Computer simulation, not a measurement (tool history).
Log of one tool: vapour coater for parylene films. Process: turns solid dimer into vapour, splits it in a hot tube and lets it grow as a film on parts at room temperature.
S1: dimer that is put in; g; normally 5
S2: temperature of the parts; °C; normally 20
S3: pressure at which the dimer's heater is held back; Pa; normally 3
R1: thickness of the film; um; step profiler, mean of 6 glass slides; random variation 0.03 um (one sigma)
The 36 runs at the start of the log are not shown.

| run | day | S1 | S2 | S3 | R1 |
|---|---|---|---|---|---|
| 37 | 43.542 | 5 | 14 | 3 | 3.71 |
| 38 | 44.975 | 5 | 14 | 3 | 3.79 |
| 39 | 46.579 | 4 | 20 | 3 | 2.25 |
| 40 | 47.262 | 4 | 25 | 6.29 | 1.6 |
| 41 | 48.871 | 4 | 25 | 6.29 | 1.55 |
| 42 | 50.05 | 6 | 25 | 6.29 | 2.36 |
| 43 | 51.321 | 6 | 25 | 6.29 | 2.39 |
| 44 | 52.488 | 4 | 14 | 9.65 | 2.54 |
| 45 | 53.933 | 3 | 21 | 10.32 | 1.36 |
| 46 | 55.512 | 9 | 24 | 3.41 | 4.04 |

Predict each of these 3 candidate next runs independently; none follows another, all start after run 46:
| A | 56.617 | 2 | 20 | 11.39 | ? |
| B | 56.617 | 3 | 28 | 2.86 | ? |
| C | 56.617 | 4 | 12 | 6.4 | ? |

| run | R1 |
|---|---|
| A | 0.96 |
| B | 1.17 |
| C | 2.98 |
With the hidden condition removed and each run's random variation left untouched, the same runs would have given:
| run | R1 |
|---|---|
| A | 0.96 |
| B | 1.17 |
| C | 3 |
